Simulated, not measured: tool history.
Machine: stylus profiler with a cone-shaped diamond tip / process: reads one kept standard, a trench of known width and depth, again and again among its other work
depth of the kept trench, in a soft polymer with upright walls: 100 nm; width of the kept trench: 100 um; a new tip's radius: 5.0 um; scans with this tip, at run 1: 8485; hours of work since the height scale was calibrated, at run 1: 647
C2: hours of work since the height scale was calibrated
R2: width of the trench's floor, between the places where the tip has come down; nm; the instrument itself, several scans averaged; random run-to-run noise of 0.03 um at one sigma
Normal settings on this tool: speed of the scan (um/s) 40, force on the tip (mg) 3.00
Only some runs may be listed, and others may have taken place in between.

Run 1, hour 0.0: usual settings; scans with this tip 8485; C2 647. Result: depth of the trench (Å) 1012.5, R2 96670 nm.
Run 2, hour 80.8: usual settings; scans with this tip 8984; C2 685. Result: depth of the trench (Å) 1012.1, R2 96640 nm.
Run 3, hour 136.3: usual settings; scans with this tip 9326; C2 711. Result: depth of the trench (Å) 1012.1, R2 96560 nm.
Run 4, hour 237.4: usual settings; scans with this tip 9951; C2 759. Result: depth of the trench (Å) 1012.6, R2 96520 nm.
At hour 273.2: new tip fitted, height scale calibrated.
Run 5, hour 326.1: usual settings; scans with this tip 326; C2 25. Result: depth of the trench (Å) 1013.6, R2 97810 nm.
Run 6, hour 382.2: usual settings; scans with this tip 673; C2 51. Result: depth of the trench (Å) 1013.6, R2 97790 nm.
Run 7, hour 439.8: usual settings but speed of the scan (um/s) 10, force on the tip (mg) 1.18; scans with this tip 1028; C2 78. Result: depth of the trench (Å) 1007.0, R2 97790 nm.
Run 8, hour 497.1: usual settings but speed of the scan (um/s) 10, force on the tip (mg) 1.18; scans with this tip 1382; C2 105. Result: depth of the trench (Å) 1007.8, R2 97700 nm.
Run 9, hour 568.7: usual settings but speed of the scan (um/s) 10, force on the tip (mg) 1.18; scans with this tip 1824; C2 139. Result: depth of the trench (Å) 1006.9, R2 97650 nm.
Run 10, hour 671.0: usual settings but speed of the scan (um/s) 86, force on the tip (mg) 1.07; scans with this tip 2456; C2 187. Result: depth of the trench (Å) 1006.3, R2 97010 nm.
Run 11, hour 764.4: usual settings but speed of the scan (um/s) 86, force on the tip (mg) 2.75; scans with this tip 3033; C2 231. Result: depth of the trench (Å) 1012.8, R2 97210 nm.
Run 12, hour 848.8: usual settings but speed of the scan (um/s) 43, force on the tip (mg) 1.21; scans with this tip 3554; C2 271. Result: depth of the trench (Å) 1007.0, R2 97190 nm.

Measured minus without-hidden-state, run by run (identical run-to-run variation in each term; gauge scatter may differ):
Unlogged tool condition in this case: radius of the tip, um; height scale over the true one, %; drift of the gauge itself on depth_nm, %; drift of the gauge itself on floor_um, %.
run  depth of the trench (Å)     R2
  1                     -1.3  -1170
  2                     -1.4  -1230
  3                     -1.4  -1270
  4                     -1.5  -1340
  5                     -0.2    -50
  6                     -0.2   -110
  7                     -0.2   -180
  8                     -0.3   -230
  9                     -0.3   -300
 10                     -0.4   -400
 11                     -0.5   -480
 12                     -0.6   -550

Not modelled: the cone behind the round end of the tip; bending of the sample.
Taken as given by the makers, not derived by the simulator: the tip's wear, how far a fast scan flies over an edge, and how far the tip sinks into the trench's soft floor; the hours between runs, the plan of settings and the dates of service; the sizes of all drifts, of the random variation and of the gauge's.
